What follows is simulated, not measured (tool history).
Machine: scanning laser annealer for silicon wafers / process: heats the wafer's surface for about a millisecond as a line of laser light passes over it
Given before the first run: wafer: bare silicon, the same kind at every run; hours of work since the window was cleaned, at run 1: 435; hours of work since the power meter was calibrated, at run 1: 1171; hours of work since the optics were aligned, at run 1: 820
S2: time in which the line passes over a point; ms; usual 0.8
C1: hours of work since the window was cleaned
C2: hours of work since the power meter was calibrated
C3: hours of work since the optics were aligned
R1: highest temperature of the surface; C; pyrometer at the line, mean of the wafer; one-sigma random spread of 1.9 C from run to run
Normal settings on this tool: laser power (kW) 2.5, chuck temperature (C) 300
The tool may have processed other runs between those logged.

Run 1, hour 0: usual settings; C1 435; C2 1171; C3 820. Result: R1 1044 C.
Run 2, hour 39.4: usual settings but chuck temperature (C) 286; C1 452; C2 1188; C3 838. Result: R1 1025 C.
Run 3, hour 74.9: usual settings but chuck temperature (C) 290; C1 468; C2 1204; C3 854. Result: R1 1029 C.
Run 4, hour 135.8: usual settings but chuck temperature (C) 290; C1 495; C2 1231; C3 881. Result: R1 1024 C.
At hour 157.7: window over the wafer cleaned.
Run 5, hour 170.1: usual settings; C1 6; C2 1245; C3 895. Result: R1 1020 C.
Run 6, hour 209.5: usual settings; C1 23; C2 1263; C3 912. Result: R1 1018 C.
Run 7, hour 253.8: usual settings; C1 43; C2 1283; C3 932. Result: R1 1016 C.
Run 8, hour 315.6: usual settings but chuck temperature (C) 298; C1 70; C2 1310; C3 960. Result: R1 1012 C.
At hour 387.2: window over the wafer cleaned, once more.
Run 9, hour 387.2: usual settings but chuck temperature (C) 298; C1 0; C2 1341; C3 991. Result: R1 1081 C.
Run 10, hour 446.1: usual settings but chuck temperature (C) 329; C1 26; C2 1367; C3 1017. Result: R1 1110 C.
Run 11, hour 488.4: usual settings but chuck temperature (C) 329; C1 45; C2 1386; C3 1036. Result: R1 1107 C.
Run 12, hour 519: usual settings but chuck temperature (C) 329; C1 59; C2 1400; C3 1049. Result: R1 1106 C.
Run 13, hour 584.5: usual settings but chuck temperature (C) 329; C1 88; C2 1429; C3 1078. Result: R1 1106 C.
Run 14, hour 626.4: usual settings but laser power (kW) 2.202; C1 106; C2 1447; C3 1097. Result: R1 976 C.
Run 15, hour 693.3: usual settings but laser power (kW) 2.202; C1 136; C2 1477; C3 1127. Result: R1 974 C.
Run 16, hour 750.2: usual settings but laser power (kW) 2.202; C1 161; C2 1502; C3 1152. Result: R1 971 C.
Run 17, hour 794: usual settings but laser power (kW) 2.202; C1 181; C2 1522; C3 1172. Result: R1 970 C.
Run 18, hour 838.4: usual settings but laser power (kW) 2.202; C1 201; C2 1542; C3 1191. Result: R1 968 C.
Run 19, hour 877.3: usual settings; C1 218; C2 1559; C3 1209. Result: R1 1062 C.
At hour 937.1: optics aligned, line set to its width.
Run 20, hour 943.5: usual settings; C1 245; C2 1586; C3 3. Result: R1 1066 C.
Run 21, hour 987.5: usual settings but laser power (kW) 2.533; C1 265; C2 1606; C3 22. Result: R1 1071 C.
Run 22, hour 1034.7: usual settings but laser power (kW) 2.533; C1 286; C2 1627; C3 43. Result: R1 1067 C.
Run 23, hour 1098.3: usual settings but laser power (kW) 2.437, S2 0.792 ms; C1 314; C2 1655; C3 72. Result: R1 1033 C.
Run 24, hour 1153.8: usual settings but laser power (kW) 2.374, S2 0.699 ms, chuck temperature (C) 324; C1 339; C2 1680; C3 96. Result: R1 999 C.
Run 25, hour 1220: usual settings but laser power (kW) 2.487, S2 0.61 ms, chuck temperature (C) 325; C1 368; C2 1709; C3 126. Result: R1 983 C.
Run 26, hour 1282: usual settings but laser power (kW) 2.487, S2 0.61 ms, chuck temperature (C) 325; C1 396; C2 1737; C3 153. Result: R1 981 C.
Run 27, hour 1316.1: usual settings but laser power (kW) 2.487, S2 0.61 ms, chuck temperature (C) 325; C1 411; C2 1752; C3 169. Result: R1 979 C.
Run 28, hour 1376.2: usual settings but laser power (kW) 2.664, chuck temperature (C) 331; C1 438; C2 1779; C3 195. Result: R1 1129 C.
Run 29, hour 1426.8: usual settings but laser power (kW) 2.554, chuck temperature (C) 263; C1 460; C2 1801; C3 218. Result: R1 1022 C.
Run 30, hour 1462.4: usual settings but laser power (kW) 2.554, chuck temperature (C) 263; C1 476; C2 1817; C3 234. Result: R1 1023 C.
Run 31, hour 1515.1: usual settings but laser power (kW) 2.688, S2 0.939 ms, chuck temperature (C) 268; C1 499; C2 1840; C3 257. Result: R1 1126 C.
At hour 1526.1: window over the wafer cleaned.
Run 32, hour 1547.6: usual settings but laser power (kW) 2.688, S2 0.563 ms, chuck temperature (C) 307; C1 10; C2 1854; C3 271. Result: R1 1027 C.
Run 33, hour 1594.4: usual settings but S2 0.778 ms, chuck temperature (C) 262; C1 30; C2 1875; C3 291. Result: R1 1037 C.
Run 34, hour 1636.4: usual settings but S2 0.649 ms; C1 49; C2 1893; C3 310. Result: R1 1008 C.
Run 35, hour 1675.9: usual settings but laser power (kW) 2.737, S2 0.649 ms; C1 67; C2 1911; C3 328. Result: R1 1077 C.
Run 36, hour 1726.4: usual settings but laser power (kW) 2.647, S2 0.809 ms; C1 89; C2 1933; C3 350. Result: R1 1126 C.
Run 37, hour 1766: usual settings but chuck temperature (C) 330; C1 107; C2 1951; C3 368. Result: R1 1104 C.
Run 38, hour 1806.7: usual settings but laser power (kW) 2.201, S2 0.609 ms, chuck temperature (C) 307; C1 125; C2 1969; C3 386. Result: R1 902 C.
Run 39, hour 1856.4: usual settings but laser power (kW) 2.227, S2 0.609 ms, chuck temperature (C) 307; C1 147; C2 1991; C3 408. Result: R1 908 C.
Run 40, hour 1900.1: usual settings but laser power (kW) 2.399, S2 0.849 ms, chuck temperature (C) 323; C1 166; C2 2011; C3 427. Result: R1 1081 C.
Run 41, hour 1956.6: usual settings but laser power (kW) 2.399, S2 0.849 ms, chuck temperature (C) 323; C1 191; C2 2036; C3 452. Result: R1 1079 C.
Run 42, hour 1986.1: usual settings but laser power (kW) 2.728, S2 0.727 ms, chuck temperature (C) 315; C1 205; C2 2049; C3 466. Result: R1 1119 C.

Here are 3 independent what-if runs from the current tool condition. What would each one return?
Run A, hour 2055.9: usual settings but laser power (kW) 2.728, S2 0.872 ms, chuck temperature (C) 315; C1 236; C2 2080; C3 497. Result: R1 ?.
Run B, hour 2055.9: usual settings but chuck temperature (C) 290; C1 236; C2 2080; C3 497. Result: R1 ?.
Run C, hour 2055.9: usual settings but laser power (kW) 2.728, S2 0.727 ms, chuck temperature (C) 306; C1 236; C2 2080; C3 497. Result: R1 ?.

run    R1
  A  1190
  B  1054
  C  1108
Take away the tool's hidden state, keep each run's random variation, and the runs would have read:
run    R1
  A  1213
  B  1074
  C  1130
